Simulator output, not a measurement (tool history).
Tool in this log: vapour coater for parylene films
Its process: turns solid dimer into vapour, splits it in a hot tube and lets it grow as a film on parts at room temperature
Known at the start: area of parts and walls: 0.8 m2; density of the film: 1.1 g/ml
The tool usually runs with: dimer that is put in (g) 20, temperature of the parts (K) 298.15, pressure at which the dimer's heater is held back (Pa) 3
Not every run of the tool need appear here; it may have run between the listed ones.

run	hour	dimer that is put in (g)	temperature of the parts (K)	pressure at which the dimer's heater is held back (Pa)	thickness of the film (nm)
1	0	20	298.15	3	16550
2	23	20	298.15	3	16620
3	47.2	20	298.15	3	16410
4	65.2	20	298.15	3	16460
5	80.4	20	298.15	3	16310
6	97.2	20	298.15	3	16210
7	112.3	20	298.15	3	16410
8	126.4	20	298.15	3	15990
9	151.3	20	298.15	3	16410
10	162	20	298.15	3	16130
11	177.7	20	298.15	3	16040
12	188.9	20	298.15	3	15990
13	209.2	20	298.15	3	15990
14	227.8	20	298.15	3	16110
15	242.8	10	298.15	3	8080
16	255.4	10	298.15	3	8010
17	275.9	10	298.15	3	7990
18	291.2	20	298.15	3	15860
19	315.6	20	298.15	3	15840
20	330.9	20	298.15	3	15770
21	348	20	298.15	3	15630
22	365	17	298.15	3	13210
23	375.3	17	298.15	3	13470
24	388	26	298.15	5	19810
25	412.6	26	298.15	5	19650
26	430.2	26	298.15	5	19980
27	450	35	298.15	4.52	26120
28	469.2	35	298.15	4.52	26480
# hour 477: trap's valve overhauled
29	494.3	30	298.15	5.37	24170
# hour 496.7: table's thermometer calibrated
30	514.5	12	310.15	8.51	5220
31	527.3	28	309.15	6.13	13080
32	539.7	28	309.15	6.13	12840
33	551.6	13	290.15	8.1	14030
34	574.5	19	291.15	4.6	20740
35	597.1	19	291.15	4.6	20870
36	621.8	26	303.15	3.66	16480
# hour 630.1: table's thermometer calibrated, once more
37	635.8	26	291.15	3.66	28250
38	659.7	15	291.15	4.28	16230
39	678.7	19	292.15	11.99	19050
40	693.3	19	292.15	11.99	19010
41	711.9	19	292.15	11.99	18880
42	724.4	19	298.15	7.33	14390
43	738	19	302.15	4.26	12360
44	759.2	18	306.15	3.81	9670
45	772.1	11	306.15	7.22	5690
46	782.9	16	294.15	7.22	14790

Forecast each of these 3 alternatives for the next run:
A	796.4	20	309.15	3	?
B	796.4	36	291.15	3.37	?
C	796.4	16	298.15	3	?

run	thickness of the film (nm)
A	9300
B	38150
C	12570
With no hidden state in the tool, these same runs would have given:
run	thickness of the film (nm)
A	9700
B	40040
C	13110

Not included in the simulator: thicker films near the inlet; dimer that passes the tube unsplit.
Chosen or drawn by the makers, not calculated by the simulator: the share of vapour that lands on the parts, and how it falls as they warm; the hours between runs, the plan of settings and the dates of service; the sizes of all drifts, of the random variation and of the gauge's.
